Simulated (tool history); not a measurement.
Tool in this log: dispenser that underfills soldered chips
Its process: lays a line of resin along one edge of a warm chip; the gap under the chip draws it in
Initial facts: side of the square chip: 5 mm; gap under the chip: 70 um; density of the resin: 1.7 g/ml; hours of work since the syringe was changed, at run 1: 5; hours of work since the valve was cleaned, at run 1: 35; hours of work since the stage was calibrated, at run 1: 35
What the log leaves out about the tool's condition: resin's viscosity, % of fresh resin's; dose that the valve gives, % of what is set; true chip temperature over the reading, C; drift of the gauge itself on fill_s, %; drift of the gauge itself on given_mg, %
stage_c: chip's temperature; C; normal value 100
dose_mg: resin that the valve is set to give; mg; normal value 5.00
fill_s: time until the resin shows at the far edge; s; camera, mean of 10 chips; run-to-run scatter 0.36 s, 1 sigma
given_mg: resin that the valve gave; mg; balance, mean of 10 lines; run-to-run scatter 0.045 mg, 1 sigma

run  hour  stage_c  dose_mg  hours of work since the syringe was changed  hours of work since the valve was cleaned  hours of work since the stage was calibrated  fill_s  given_mg
  1   0.0      100     5.00                                            5                                         35                                            35    29.4      4.81
      1.0  -- new syringe of resin
  2   3.2      100     5.00                                            2                                         37                                            37    22.6      4.86
  3   6.5      100     5.00                                            4                                         39                                            39    26.5      4.82
      8.8  -- new syringe of resin
  4  11.4       99     5.00                                            2                                         43                                            43    25.3      4.89
  5  14.2      100     5.00                                            4                                         45                                            45    27.3      4.86
     16.6  -- new syringe of resin
  6  19.6      100     5.00                                            2                                         49                                            49    24.8      4.83
  7  22.5      100     5.00                                            4                                         51                                            51    27.0      4.85
     24.5  -- new syringe of resin
  8  25.7       88     5.00                                            1                                         53                                            53    34.7      4.83
  9  30.3       88     5.73                                            4                                         57                                            57    43.2      5.52

Estimate the outcome of run 10 from the log above:
     32.5  -- new syringe of resin
 10  33.2       91     5.00                                            1                                         59                                            59       ?         ?

Run 10 came out at fill_s 30.9 s, given_mg 4.78 mg.
The same run, on a tool lacking any hidden state, would have yielded fill_s 29.1 s, given_mg 5.00 mg.
